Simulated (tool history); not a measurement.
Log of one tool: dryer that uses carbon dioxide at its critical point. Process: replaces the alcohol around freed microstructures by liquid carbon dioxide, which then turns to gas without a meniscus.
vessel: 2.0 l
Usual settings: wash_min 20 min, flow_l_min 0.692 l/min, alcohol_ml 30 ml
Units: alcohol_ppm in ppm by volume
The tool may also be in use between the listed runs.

| run | hour | wash_min | flow_l_min | alcohol_ml | alcohol_ppm |
|---|---|---|---|---|---|
| 1 | 0.0 | 20 | 0.692 | 30 | 71 |
| 2 | 13.0 | 20 | 0.692 | 30 | 87 |
| 3 | 20.9 | 20 | 0.692 | 30 | 92 |
| 4 | 35.0 | 20 | 0.692 | 30 | 91 |
| 5 | 50.4 | 20 | 0.692 | 30 | 96 |
| 6 | 65.2 | 20 | 0.692 | 30 | 106 |
| 7 | 80.3 | 20 | 0.692 | 96 | 296 |
| 8 | 94.9 | 20 | 0.692 | 30 | 108 |
| 9 | 109.7 | 20 | 0.912 | 52 | 66 |
| 10 | 119.1 | 26 | 0.992 | 85 | 36 |
| 11 | 126.5 | 26 | 0.753 | 99 | 71 |
| 12 | 135.5 | 26 | 1.149 | 38 | 35 |
| 13 | 151.4 | 13 | 1.149 | 38 | 141 |
| 14 | 164.0 | 14 | 0.996 | 82 | 367 |
| 15 | 173.4 | 20 | 0.655 | 20 | 140 |
| 16 | 185.9 | 23 | 0.934 | 30 | 44 |

Forecast each of these 5 alternatives for the next run:
|  | 194.5 | inlet filter changed |
| A | 201.0 | 15 | 0.934 | 39 | ? |
|  | 194.5 | inlet filter changed |
| B | 201.0 | 13 | 0.692 | 57 | ? |
|  | 194.5 | inlet filter changed |
| C | 201.0 | 14 | 0.772 | 30 | ? |
|  | 194.5 | inlet filter changed |
| D | 201.0 | 23 | 0.934 | 28 | ? |
|  | 194.5 | inlet filter changed |
| E | 201.0 | 23 | 1.024 | 72 | ? |

| run | alcohol_ppm |
|---|---|
| A | 111 |
| B | 765 |
| C | 237 |
| D | 57 |
| E | 49 |
Without the tool's hidden state the same runs would have given:
| run | alcohol_ppm |
|---|---|
| A | 70 |
| B | 704 |
| C | 191 |
| D | 20 |
| E | 13 |
